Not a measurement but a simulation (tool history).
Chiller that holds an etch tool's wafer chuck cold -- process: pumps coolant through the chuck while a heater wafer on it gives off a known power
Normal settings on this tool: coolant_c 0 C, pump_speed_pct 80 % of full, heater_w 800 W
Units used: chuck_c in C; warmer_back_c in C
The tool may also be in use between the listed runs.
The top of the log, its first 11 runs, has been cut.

run,hour,coolant_c,pump_speed_pct,heater_w,chuck_c,warmer_back_c
12,784.1,0,80,685,5.3,1.75
13,888.4,0,80,800,6.3,2.09
14,982.7,0,80,800,6.4,2.08
# hour 1035.6: chiller's thermometer calibrated
15,1046.9,0,80,800,5.9,2.03
16,1153.4,0,80,800,6.1,2.05
17,1209.9,2,73,565,6.6,1.57
18,1302.0,-1,86,425,1.9,1.01
19,1353.7,0,74,612,5.1,1.75
20,1444.7,-1,60,612,5.2,2.13
21,1511.3,7,100,513,10.3,1.09
22,1589.6,7,100,513,10.1,1.04
23,1633.9,4,81,513,7.9,1.26
24,1718.8,-2,75,442,1.6,1.21
25,1792.3,0,61,800,7.8,2.80
26,1888.7,3,65,590,8.7,1.90
27,1932.8,3,65,406,6.9,1.39
28,2012.4,-2,94,800,3.2,1.78
29,2109.6,0,94,800,5.3,1.76
30,2209.8,9,83,749,14.7,1.92
31,2256.2,9,83,749,14.7,1.93

For run 32, what comes out?
32,2301.0,0,80,606,?,?

{"run 32": {"chuck_c": 4.6, "warmer_back_c": 1.57}}
Take away the tool's hidden state, keep the run-to-run variation as it was, and the same run would have given chuck_c 4.0 C, warmer_back_c 1.46 C.
